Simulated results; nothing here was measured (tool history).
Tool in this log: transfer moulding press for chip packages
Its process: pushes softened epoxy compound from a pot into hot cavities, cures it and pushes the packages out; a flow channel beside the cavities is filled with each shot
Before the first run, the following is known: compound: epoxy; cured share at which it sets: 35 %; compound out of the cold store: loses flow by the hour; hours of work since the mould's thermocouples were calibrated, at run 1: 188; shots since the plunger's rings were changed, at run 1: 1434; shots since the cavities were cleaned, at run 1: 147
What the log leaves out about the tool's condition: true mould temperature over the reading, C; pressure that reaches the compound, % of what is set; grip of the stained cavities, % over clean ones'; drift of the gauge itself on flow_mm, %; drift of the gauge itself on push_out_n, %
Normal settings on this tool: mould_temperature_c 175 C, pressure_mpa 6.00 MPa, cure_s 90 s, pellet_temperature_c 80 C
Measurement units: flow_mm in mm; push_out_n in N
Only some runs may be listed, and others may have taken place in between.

run,hour,mould_temperature_c,pressure_mpa,cure_s,pellet_temperature_c,hours of work since the mould's thermocouples were calibrated,shots since the plunger's rings were changed,shots since the cavities were cleaned,incoming compound's hours out of the cold store,flow_mm,push_out_n
1,0.0,175,6.00,90,80,188,1434,147,17.9,1009,506
2,41.4,175,6.00,87,80,206,1761,474,39.7,899,513
# hour 77.4: cavities cleaned with cleaning compound and waxed
3,80.2,175,6.00,80,80,222,2057,23,21.4,987,585
4,102.2,175,6.00,80,80,232,2230,196,12.7,1038,587
5,124.0,178,6.00,90,80,241,2403,369,14.0,1022,475
# hour 172.7: cavities cleaned with cleaning compound and waxed
6,173.7,175,6.00,90,80,262,2785,9,38.6,910,492
7,201.0,175,6.00,79,80,274,3001,225,28.3,955,581
8,251.5,175,6.00,90,79,295,3401,625,38.4,912,488
# hour 267.6: cavities cleaned with cleaning compound and waxed
# hour 292.1: plunger's sealing rings changed
9,299.9,175,6.00,90,79,314,62,236,20.4,992,481
10,342.0,175,6.00,90,80,333,395,569,19.8,997,484
# hour 365.4: cavities cleaned with cleaning compound and waxed
11,389.3,175,6.00,90,80,352,757,188,40.7,895,477
12,412.6,175,6.00,90,80,363,942,373,30.8,939,482
13,444.3,175,6.00,90,80,376,1193,624,30.9,940,486
# hour 460.3: cavities cleaned with cleaning compound and waxed
14,494.9,175,6.00,90,80,397,1582,274,37.4,911,487
15,534.4,179,6.00,125,88,414,1894,586,19.0,996,440
# hour 555.2: cavities cleaned with cleaning compound and waxed
16,559.4,179,6.00,125,88,425,2080,33,43.3,873,434
17,582.3,179,6.00,125,88,435,2262,215,17.8,1001,442
18,613.6,176,6.00,75,88,448,2509,462,8.8,1052,631
19,640.9,175,6.00,90,80,460,2726,679,13.6,1036,494
# hour 651.6: cavities cleaned with cleaning compound and waxed
20,675.5,168,7.36,90,81,474,2987,189,25.4,1096,666
21,718.8,168,7.36,90,81,493,3330,532,17.7,1141,701
# hour 746.0: cavities cleaned with cleaning compound and waxed
# hour 770.9: mould's thermocouples calibrated
# hour 773.4: plunger's sealing rings changed
22,774.5,168,7.36,90,81,1,10,190,28.7,1088,684
23,800.9,171,6.04,86,77,12,218,398,44.2,890,594
24,836.1,169,5.69,90,85,27,497,677,29.4,936,627
# hour 847.0: cavities cleaned with cleaning compound and waxed
25,868.7,176,5.69,90,76,41,743,171,40.0,874,475
26,896.5,176,5.69,90,76,53,963,391,12.8,1006,477
# hour 942.9: cavities cleaned with cleaning compound and waxed
27,942.9,175,6.00,90,77,72,1319,0,42.8,890,496
28,986.1,175,6.00,90,77,91,1661,342,38.3,905,490

Predict each of these 4 candidate next runs independently; none follows another, all start after run 28:
A,1035.6,175,5.00,90,77,112,2052,733,29.3,?,?
B,1035.6,175,6.00,125,77,112,2052,733,40.3,?,?
C,1035.6,177,6.69,90,78,112,2052,733,38.3,?,?
D,1035.6,175,6.00,90,71,112,2052,733,23.7,?,?

run,flow_mm,push_out_n
A,870,484
B,904,441
C,954,461
D,982,489
Had the tool no hidden state, the same runs would have come out as:
run,flow_mm,push_out_n
A,871,478
B,904,436
C,954,455
D,983,483
